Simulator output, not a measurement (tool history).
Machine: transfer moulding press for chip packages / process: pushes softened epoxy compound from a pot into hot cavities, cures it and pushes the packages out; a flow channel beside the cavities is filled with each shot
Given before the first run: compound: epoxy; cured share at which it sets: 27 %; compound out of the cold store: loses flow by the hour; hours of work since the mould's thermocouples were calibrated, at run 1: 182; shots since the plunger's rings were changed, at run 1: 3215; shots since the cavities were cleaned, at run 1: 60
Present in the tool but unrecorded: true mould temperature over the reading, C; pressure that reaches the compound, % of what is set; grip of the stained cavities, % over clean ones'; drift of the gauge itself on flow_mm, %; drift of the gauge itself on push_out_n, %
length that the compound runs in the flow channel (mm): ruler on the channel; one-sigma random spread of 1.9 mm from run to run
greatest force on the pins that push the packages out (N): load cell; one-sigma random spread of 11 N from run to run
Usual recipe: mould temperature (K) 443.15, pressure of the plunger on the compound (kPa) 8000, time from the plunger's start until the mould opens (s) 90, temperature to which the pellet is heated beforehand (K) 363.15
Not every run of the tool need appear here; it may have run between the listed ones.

run   hour  mould temperature (K)  pressure of the plunger on the compound (kPa)  time from the plunger's start until the mould opens (s)  temperature to which the pellet is heated beforehand (K)  hours of work since the mould's thermocouples were calibrated  shots since the plunger's rings were changed  shots since the cavities were cleaned  incoming compound's hours out of the cold store  length that the compound runs in the flow channel (mm)  greatest force on the pins that push the packages out (N)
  1    0.0                 443.15                                           8000                                                       90                                                    363.15                                                            182                                          3215                                     60                                             44.0                                                     684                                                        576
  2   20.5                 443.15                                           8000                                                       90                                                    363.15                                                            195                                          3480                                    325                                             10.5                                                     779                                                        776
  3   44.6                 443.15                                           8000                                                       90                                                    363.15                                                            211                                          3791                                    636                                             25.8                                                     733                                                        881
      55.4  -- cavities cleaned with cleaning compound and waxed
  4   65.5                 443.15                                           8000                                                       90                                                    363.15                                                            224                                          4042                                    131                                             32.5                                                     712                                                        618
  5   83.9                 443.15                                           8000                                                       90                                                    363.15                                                            236                                          4279                                    368                                             35.8                                                     703                                                        745
  6  107.4                 443.15                                           8000                                                       90                                                    363.15                                                            251                                          4582                                    671                                             26.4                                                     725                                                        922
     115.3  -- cavities cleaned with cleaning compound and waxed
  7  137.1                 443.15                                           8000                                                       90                                                    363.15                                                            269                                          4946                                    281                                             22.8                                                     736                                                        728
  8  166.8                 440.15                                           8000                                                       90                                                    363.15                                                            289                                          5329                                    664                                             24.8                                                     737                                                       1085
     175.4  -- cavities cleaned with cleaning compound and waxed
  9  188.9                 443.15                                           8000                                                       90                                                    363.15                                                            302                                          5595                                    174                                             38.1                                                     693                                                        628
 10  212.2                 443.15                                           8000                                                       74                                                    363.15                                                            317                                          5895                                    474                                             41.0                                                     679                                                       1113
     217.2  -- plunger's sealing rings changed
     237.0  -- cavities cleaned with cleaning compound and waxed
 11  245.1                 443.15                                           8000                                                       74                                                    363.15                                                            336                                           340                                    105                                             12.9                                                     788                                                        926
 12  270.9                 443.15                                           8000                                                       90                                                    363.15                                                            353                                           673                                    438                                              9.9                                                     799                                                        825
     297.9  -- cavities cleaned with cleaning compound and waxed
 13  299.0                 443.15                                           8000                                                       90                                                    363.15                                                            371                                          1016                                     14                                             42.0                                                     702                                                        507
 14  316.0                 443.15                                           9700                                                       90                                                    363.15                                                            382                                          1235                                    233                                             19.3                                                     843                                                        681
 15  328.6                 443.15                                           9700                                                       90                                                    363.15                                                            390                                          1398                                    396                                             20.5                                                     842                                                        790
 16  340.8                 441.15                                           9700                                                       80                                                    363.15                                                            398                                          1556                                    554                                             27.8                                                     823                                                       1167
     357.0  -- cavities cleaned with cleaning compound and waxed
 17  368.3                 441.15                                           9700                                                       80                                                    363.15                                                            415                                          1891                                    146                                             16.7                                                     860                                                        932
 18  387.9                 435.15                                           6870                                                       92                                                    366.15                                                            428                                          2144                                    399                                             37.6                                                     682                                                       1219
     406.7  -- mould's thermocouples calibrated
 19  411.2                 445.15                                           6870                                                      103                                                    356.15                                                              3                                          2420                                    675                                             24.2                                                     692                                                        743
     418.8  -- cavities cleaned with cleaning compound and waxed
 20  436.3                 445.15                                           6870                                                      103                                                    356.15                                                             18                                          2723                                    225                                             46.7                                                     634                                                        593
 21  448.7                 445.15                                           6870                                                       88                                                    373.15                                                             26                                          2883                                    385                                             17.4                                                     705                                                        773
 22  474.4                 445.15                                           6870                                                       88                                                    373.15                                                             43                                          3215                                    717                                              8.2                                                     728                                                        909
     478.6  -- cavities cleaned with cleaning compound and waxed
 23  495.1                 436.15                                           8000                                                      123                                                    363.15                                                             56                                          3464                                    213                                             25.1                                                     769                                                        650
 24  507.6                 436.15                                           9820                                                       86                                                    354.15                                                             64                                          3625                                    374                                             13.5                                                     894                                                       1511
     537.9  -- cavities cleaned with cleaning compound and waxed
 25  537.9                 436.15                                           9820                                                       86                                                    354.15                                                             83                                          3997                                      1                                             30.9                                                     828                                                        941
 26  553.4                 442.15                                           9820                                                       86                                                    354.15                                                             93                                          4197                                    201                                             30.9                                                     804                                                        864
 27  582.0                 445.15                                           9820                                                       86                                                    354.15                                                            112                                          4566                                    570                                             43.8                                                     755                                                        876

A few steps of length that the compound runs in the flow channel (mm) between consecutive runs. Split each: what settings, incoming material and random variation would produce without the hidden state, and what is left over for the hidden state, along with gauge scatter present in only one of the two compared results (measured, and without hidden state):
Run 1 -> 2: no setting changed, nothing entered. length that the compound runs in the flow channel (mm) +95: hidden state -4, all else +99.
Run 10 -> 11: plunger's sealing rings changed, cavities cleaned with cleaning compound and waxed. length that the compound runs in the flow channel (mm) +109: hidden state +26, all else +83.
Run 13 -> 14: pressure of the plunger on the compound (kPa) 8000 -> 9700. length that the compound runs in the flow channel (mm) +141: hidden state -3, all else +144.
Run 17 -> 18: mould temperature (K) 441.15 -> 435.15, pressure of the plunger on the compound (kPa) 9700 -> 6870, time from the plunger's start until the mould opens (s) 80 -> 92, temperature to which the pellet is heated beforehand (K) 363.15 -> 366.15. length that the compound runs in the flow channel (mm) -178: hidden state +1, all else -179.
